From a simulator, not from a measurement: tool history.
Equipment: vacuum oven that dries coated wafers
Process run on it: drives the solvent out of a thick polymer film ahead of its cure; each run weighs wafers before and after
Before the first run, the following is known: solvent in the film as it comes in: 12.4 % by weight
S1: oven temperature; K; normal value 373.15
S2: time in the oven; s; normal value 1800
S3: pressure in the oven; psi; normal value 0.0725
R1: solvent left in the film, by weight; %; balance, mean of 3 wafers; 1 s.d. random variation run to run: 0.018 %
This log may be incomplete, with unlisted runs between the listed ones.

run    hour      S1    S2      S3    R1
  1       0  373.15  1800  0.0725  2.83
  2    46.9  373.15  1800  0.0725  2.82
  3   116.7  373.15  1800  0.0725  2.83
  4   179.2  373.15  1800  0.1388  2.98
  5   214.7  380.15  1800  0.0725  1.85
  6   271.6  380.15  1800  0.0725  1.86
  7     345  380.15  1800  0.0725  1.82
  8   411.3  373.15  1800  0.0725  2.81
  9   497.2  373.15  1800  0.0725  2.83
 10   539.3  373.15  1020  0.0725  4.88
 11   583.7  373.15  1800  0.1358     3
 12   641.7  383.15  1800  0.0725   1.5
 13     715  384.15  1800  0.0725  1.39
 14   795.2  384.15  1800  0.0725  1.37
 15   845.1  373.15  1800  0.1803  3.05
 16   911.9  373.15  1260  0.1176  4.18
 17   964.2  381.15  1260  0.0725  2.86
 18  1038.7  382.15  1440  0.1365  2.38
 19  1101.6  382.15  1440  0.0463  2.23
 20  1187.5  382.15  1440  0.0463  2.25
 21  1226.7  382.15  1440  0.0463  2.26
 22  1301.5  382.15   960  0.0463  3.68
 23  1360.5  382.15   960  0.0463  3.69
 24  1434.3  387.15  1800  0.0725   1.1
 25  1477.9  386.15  1680  0.0725  1.34
 26  1529.1  386.15  1680  0.0725   1.4
 27  1586.2  386.15  1680  0.0725  1.35
 28  1630.2  369.15  1500  0.1123  4.23

Withheld: 1 entry from between the runs. Position of each, and hidden state at the listed run before versus the listed run after:
In the gap between runs 19 and 20: oven's thermocouples calibrated (hour 1154.5)
  true wafer temperature over the reading, C: 0.14 -> -0.01; true pressure over the reading, kPa: 0.023 -> 0.024
